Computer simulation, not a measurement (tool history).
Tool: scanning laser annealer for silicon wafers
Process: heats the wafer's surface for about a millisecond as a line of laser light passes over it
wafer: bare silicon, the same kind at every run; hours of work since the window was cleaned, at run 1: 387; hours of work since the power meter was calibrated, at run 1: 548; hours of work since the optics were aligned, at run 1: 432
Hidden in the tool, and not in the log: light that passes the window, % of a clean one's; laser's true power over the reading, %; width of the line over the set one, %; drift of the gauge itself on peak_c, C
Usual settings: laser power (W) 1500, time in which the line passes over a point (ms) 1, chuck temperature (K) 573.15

run	hour	laser power (W)	time in which the line passes over a point (ms)	chuck temperature (K)	hours of work since the window was cleaned	hours of work since the power meter was calibrated	hours of work since the optics were aligned	highest temperature of the surface (K)
1	0	1500	1	573.15	387	548	432	1265.15
2	52.6	1500	1	573.15	414	575	458	1262.15
3	80.2	1500	1	573.15	428	589	472	1262.15
4	119.7	1500	1	573.15	447	608	492	1261.15
5	167.2	1500	1	573.15	471	632	515	1257.15
6	195.3	1500	1	573.15	485	646	529	1258.15
7	252.6	1629	1	573.15	514	675	558	1338.15
8	311.2	1629	1	573.15	543	704	588	1328.15
9	366.4	1500	0.93	573.15	571	732	615	1230.15
10	409.2	1500	0.93	573.15	592	754	637	1230.15
11	447.7	1500	1	553.15	612	773	656	1228.15
12	506.4	1500	1	553.15	641	802	685	1224.15
13	569.6	1500	1	565.15	673	834	717	1237.15
# hour 575: window over the wafer cleaned
14	630.7	1500	1	573.15	28	864	747	1221.15
15	691.3	1449	1.01	551.15	58	894	777	1173.15
16	752.1	1511	1.1	546.15	89	924	807	1223.15
17	805.6	1511	1.1	546.15	116	951	834	1225.15
# hour 810.9: window over the wafer cleaned, once more
18	833.3	1511	1.1	546.15	11	964	847	1292.15
19	871.1	1511	1.1	546.15	30	983	866	1289.15
20	906.6	1533	0.86	564.15	48	1001	884	1245.15
21	951	1500	0.9	573.15	70	1023	906	1244.15
22	1007.1	1500	0.9	573.15	98	1051	934	1244.15
23	1055.9	1500	0.9	573.15	123	1076	959	1244.15
24	1089	1620	1.22	605.15	139	1092	975	1451.15
25	1150.3	1476	1	592.15	170	1123	1006	1274.15
26	1205.8	1434	1	539.15	198	1151	1034	1195.15
27	1246.8	1379	0.75	585.15	218	1171	1054	1134.15

The same runs without the tool's hidden state, with the same run-to-run variation:
run	highest temperature of the surface (K)
1	1289.15
2	1289.15
3	1289.15
4	1290.15
5	1288.15
6	1289.15
7	1374.15
8	1366.15
9	1265.15
10	1267.15
11	1267.15
12	1265.15
13	1280.15
14	1289.15
15	1240.15
16	1298.15
17	1302.15
18	1301.15
19	1299.15
20	1255.15
21	1256.15
22	1257.15
23	1258.15
24	1471.15
25	1292.15
26	1213.15
27	1150.15
